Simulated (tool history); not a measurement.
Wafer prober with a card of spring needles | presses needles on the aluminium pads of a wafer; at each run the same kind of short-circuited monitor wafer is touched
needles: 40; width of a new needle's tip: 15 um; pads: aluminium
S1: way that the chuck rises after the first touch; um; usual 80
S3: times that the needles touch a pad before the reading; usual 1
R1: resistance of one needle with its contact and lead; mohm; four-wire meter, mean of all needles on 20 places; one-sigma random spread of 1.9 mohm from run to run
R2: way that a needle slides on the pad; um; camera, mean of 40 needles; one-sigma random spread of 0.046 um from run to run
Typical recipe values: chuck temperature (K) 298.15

Run 1, hour 0: usual settings. Result: R1 216 mohm, R2 15.62 um.
At hour 4.8: tips cleaned on abrasive film.
At hour 12.8: tips cleaned on abrasive film.
At hour 19.2: tips cleaned on abrasive film.
At hour 25.6: tips cleaned on abrasive film.
At hour 33.5: tips cleaned on abrasive film.
At hour 39.9: tips cleaned on abrasive film.
Run 2, hour 40.8: usual settings. Result: R1 211 mohm, R2 15.53 um.
At hour 47.2: tips cleaned on abrasive film.
At hour 53.6: tips cleaned on abrasive film.
At hour 60: tips cleaned on abrasive film.
At hour 66.3: tips cleaned on abrasive film.
At hour 72.7: tips cleaned on abrasive film.
At hour 79.1: tips cleaned on abrasive film.
At hour 85.5: tips cleaned on abrasive film.
At hour 91.9: tips cleaned on abrasive film.
Run 3, hour 92.7: usual settings. Result: R1 212 mohm, R2 15.43 um.
At hour 99.1: tips cleaned on abrasive film.
At hour 105.5: tips cleaned on abrasive film.
At hour 113.4: tips cleaned on abrasive film.
At hour 121.4: tips cleaned on abrasive film.
At hour 128.1: tips cleaned on abrasive film.
Run 4, hour 128.1: usual settings. Result: R1 209 mohm, R2 15.34 um.
At hour 136.1: tips cleaned on abrasive film.
At hour 142.5: tips cleaned on abrasive film.
At hour 148.9: tips cleaned on abrasive film.
At hour 156.9: tips cleaned on abrasive film.
At hour 163.3: tips cleaned on abrasive film.
At hour 169.7: tips cleaned on abrasive film.
At hour 176: tips cleaned on abrasive film.
Run 5, hour 176.7: usual settings. Result: R1 209 mohm, R2 15.25 um.
At hour 183.1: tips cleaned on abrasive film.
At hour 191.1: tips cleaned on abrasive film.
At hour 197.5: tips cleaned on abrasive film.
At hour 203.9: tips cleaned on abrasive film.
Run 6, hour 205.3: usual settings but S1 96 um. Result: R1 209 mohm, R2 18.46 um.
At hour 211.6: tips cleaned on abrasive film.
At hour 216.7: height of the first contact set anew.
At hour 218.3: tips cleaned on abrasive film.
At hour 224.7: tips cleaned on abrasive film.
At hour 231.1: tips cleaned on abrasive film.
At hour 237.5: tips cleaned on abrasive film.
At hour 245.5: tips cleaned on abrasive film.
Run 7, hour 249.8: usual settings but S1 96 um, chuck temperature (K) 310.15. Result: R1 215 mohm, R2 18.84 um.
At hour 253: tips cleaned on abrasive film.
At hour 259.4: tips cleaned on abrasive film.
At hour 267.4: tips cleaned on abrasive film.
At hour 273.8: tips cleaned on abrasive film.
At hour 280.2: tips cleaned on abrasive film.
Run 8, hour 282.7: usual settings but chuck temperature (K) 319.15. Result: R1 219 mohm, R2 15.61 um.
At hour 287.5: tips cleaned on abrasive film.
At hour 293.9: tips cleaned on abrasive film.
At hour 300.3: tips cleaned on abrasive film.
At hour 306.7: tips cleaned on abrasive film.
At hour 313.1: tips cleaned on abrasive film.
At hour 319.5: tips cleaned on abrasive film.
Run 9, hour 319.7: usual settings but chuck temperature (K) 319.15. Result: R1 211 mohm, R2 15.64 um.
At hour 326.1: tips cleaned on abrasive film.
At hour 332.5: tips cleaned on abrasive film.
At hour 338.9: tips cleaned on abrasive film.
At hour 345.3: tips cleaned on abrasive film.
Run 10, hour 345.8: usual settings but chuck temperature (K) 319.15. Result: R1 212 mohm, R2 15.52 um.
At hour 352.2: tips cleaned on abrasive film.
At hour 358.6: tips cleaned on abrasive film.
At hour 366.5: tips cleaned on abrasive film.
At hour 372.9: tips cleaned on abrasive film.
At hour 379.3: tips cleaned on abrasive film.
Run 11, hour 379.8: usual settings but chuck temperature (K) 319.15. Result: R1 212 mohm, R2 15.56 um.
At hour 386.2: tips cleaned on abrasive film.
At hour 392.6: tips cleaned on abrasive film.
At hour 400.6: tips cleaned on abrasive film.
At hour 407: tips cleaned on abrasive film.
At hour 413.4: tips cleaned on abrasive film.
At hour 419.8: tips cleaned on abrasive film.
At hour 426.1: tips cleaned on abrasive film.
Run 12, hour 427.9: usual settings but chuck temperature (K) 319.15. Result: R1 218 mohm, R2 15.51 um.
At hour 432.7: tips cleaned on abrasive film.
At hour 440.7: tips cleaned on abrasive film.
At hour 448.6: tips cleaned on abrasive film.
At hour 456.6: tips cleaned on abrasive film.
Run 13, hour 462.8: usual settings but S1 82 um, chuck temperature (K) 309.15, S3 2. Result: R1 218 mohm, R2 15.87 um.
At hour 464.4: tips cleaned on abrasive film.
At hour 470.8: tips cleaned on abrasive film.
At hour 477.2: tips cleaned on abrasive film.
At hour 483.6: tips cleaned on abrasive film.
At hour 490: tips cleaned on abrasive film.
Run 14, hour 491.1: usual settings but S1 82 um, chuck temperature (K) 309.15, S3 2. Result: R1 210 mohm, R2 15.78 um.
At hour 497.5: tips cleaned on abrasive film.
At hour 503.9: tips cleaned on abrasive film.
At hour 510.3: tips cleaned on abrasive film.
At hour 518.3: tips cleaned on abrasive film.
At hour 524.7: tips cleaned on abrasive film.
At hour 532.6: tips cleaned on abrasive film.
Run 15, hour 533: usual settings but S1 82 um, chuck temperature (K) 309.15, S3 2. Result: R1 209 mohm, R2 15.76 um.
At hour 539.4: tips cleaned on abrasive film.
At hour 545.8: tips cleaned on abrasive film.
At hour 552.2: tips cleaned on abrasive film.
At hour 558.6: tips cleaned on abrasive film.
At hour 565: tips cleaned on abrasive film.
At hour 571.4: tips cleaned on abrasive film.
Run 16, hour 576.2: usual settings but S1 69 um, chuck temperature (K) 309.15, S3 3. Result: R1 213 mohm, R2 13.04 um.
At hour 577.9: tips cleaned on abrasive film.
At hour 584.2: tips cleaned on abrasive film.
At hour 584.5: height of the first contact set anew.
At hour 590.9: tips cleaned on abrasive film.
At hour 597.3: tips cleaned on abrasive film.
At hour 603.7: tips cleaned on abrasive film.
At hour 610.1: tips cleaned on abrasive film.
Run 17, hour 613.2: usual settings but S1 88 um, chuck temperature (K) 308.15. Result: R1 218 mohm, R2 17.35 um.
At hour 618: tips cleaned on abrasive film.
At hour 626: tips cleaned on abrasive film.
At hour 633.9: tips cleaned on abrasive film.
At hour 640.3: tips cleaned on abrasive film.
At hour 646.7: tips cleaned on abrasive film.
At hour 654.7: tips cleaned on abrasive film.
At hour 661.1: tips cleaned on abrasive film.
Run 18, hour 663.9: usual settings but S1 88 um, chuck temperature (K) 308.15. Result: R1 219 mohm, R2 17.27 um.
At hour 668.7: tips cleaned on abrasive film.
At hour 675.1: tips cleaned on abrasive film.
At hour 683.1: tips cleaned on abrasive film.
At hour 689.5: tips cleaned on abrasive film.
At hour 695.9: tips cleaned on abrasive film.
At hour 702.3: tips cleaned on abrasive film.
At hour 708.7: tips cleaned on abrasive film.
Run 19, hour 710.1: usual settings but S1 88 um, chuck temperature (K) 299.15, S3 3. Result: R1 206 mohm, R2 17.07 um.
At hour 716.5: tips cleaned on abrasive film.
At hour 722.9: tips cleaned on abrasive film.
At hour 729.3: tips cleaned on abrasive film.
At hour 735.7: tips cleaned on abrasive film.
At hour 742.1: tips cleaned on abrasive film.
At hour 748.5: tips cleaned on abrasive film.
At hour 754.8: tips cleaned on abrasive film.
Run 20, hour 755.5: usual settings but S1 88 um, chuck temperature (K) 299.15, S3 3. Result: R1 203 mohm, R2 17.19 um.
At hour 761.9: tips cleaned on abrasive film.
At hour 768.3: tips cleaned on abrasive film.
At hour 774.7: tips cleaned on abrasive film.
At hour 781.1: tips cleaned on abrasive film.
At hour 787.5: tips cleaned on abrasive film.
Run 21, hour 791.4: usual settings but S1 88 um, chuck temperature (K) 299.15, S3 3. Result: R1 207 mohm, R2 17.11 um.
At hour 794.6: tips cleaned on abrasive film.
At hour 801: tips cleaned on abrasive film.
At hour 807.4: tips cleaned on abrasive film.
At hour 813.8: tips cleaned on abrasive film.
At hour 821.7: tips cleaned on abrasive film.
At hour 828.1: tips cleaned on abrasive film.
Run 22, hour 833.8: usual settings but S1 88 um, chuck temperature (K) 299.15, S3 3. Result: R1 214 mohm, R2 17.05 um.
At hour 835.4: tips cleaned on abrasive film.
At hour 841.8: tips cleaned on abrasive film.
At hour 848.2: tips cleaned on abrasive film.
At hour 854.6: tips cleaned on abrasive film.
At hour 866.6: card fitted with new needles.
At hour 873: tips cleaned on abrasive film.
At hour 879.4: tips cleaned on abrasive film.
Run 23, hour 884.2: usual settings but S1 88 um, chuck temperature (K) 299.15, S3 3. Result: R1 209 mohm, R2 17.37 um.
At hour 885.8: tips cleaned on abrasive film.
At hour 892.2: tips cleaned on abrasive film.
At hour 898.6: tips cleaned on abrasive film.
At hour 905: tips cleaned on abrasive film.
At hour 911.4: tips cleaned on abrasive film.
Run 24, hour 911.5: usual settings but chuck temperature (K) 299.15. Result: R1 205 mohm, R2 15.73 um.

3 options for the next run, each taken on its own from the tool as it stands now. Forecast them:
At hour 917.9: tips cleaned on abrasive film.
At hour 924.3: tips cleaned on abrasive film.
At hour 930.7: tips cleaned on abrasive film.
At hour 937.1: tips cleaned on abrasive film.
Run A, hour 942.1: usual settings but S1 61 um, chuck temperature (K) 299.15. Result: R1 ?, R2 ?.
At hour 917.9: tips cleaned on abrasive film.
At hour 924.3: tips cleaned on abrasive film.
At hour 930.7: tips cleaned on abrasive film.
At hour 937.1: tips cleaned on abrasive film.
Run B, hour 942.1: usual settings but S1 86 um, chuck temperature (K) 299.15. Result: R1 ?, R2 ?.
At hour 917.9: tips cleaned on abrasive film.
At hour 924.3: tips cleaned on abrasive film.
At hour 930.7: tips cleaned on abrasive film.
At hour 937.1: tips cleaned on abrasive film.
Run C, hour 942.1: usual settings but S1 95 um. Result: R1 ?, R2 ?.

run   R1     R2
  A  222   11.9
  B  219  16.87
  C  215  18.62
What these runs would have given with no unlogged condition in the tool:
run   R1     R2
  A  204     12
  B  207  16.97
  C  203  18.72

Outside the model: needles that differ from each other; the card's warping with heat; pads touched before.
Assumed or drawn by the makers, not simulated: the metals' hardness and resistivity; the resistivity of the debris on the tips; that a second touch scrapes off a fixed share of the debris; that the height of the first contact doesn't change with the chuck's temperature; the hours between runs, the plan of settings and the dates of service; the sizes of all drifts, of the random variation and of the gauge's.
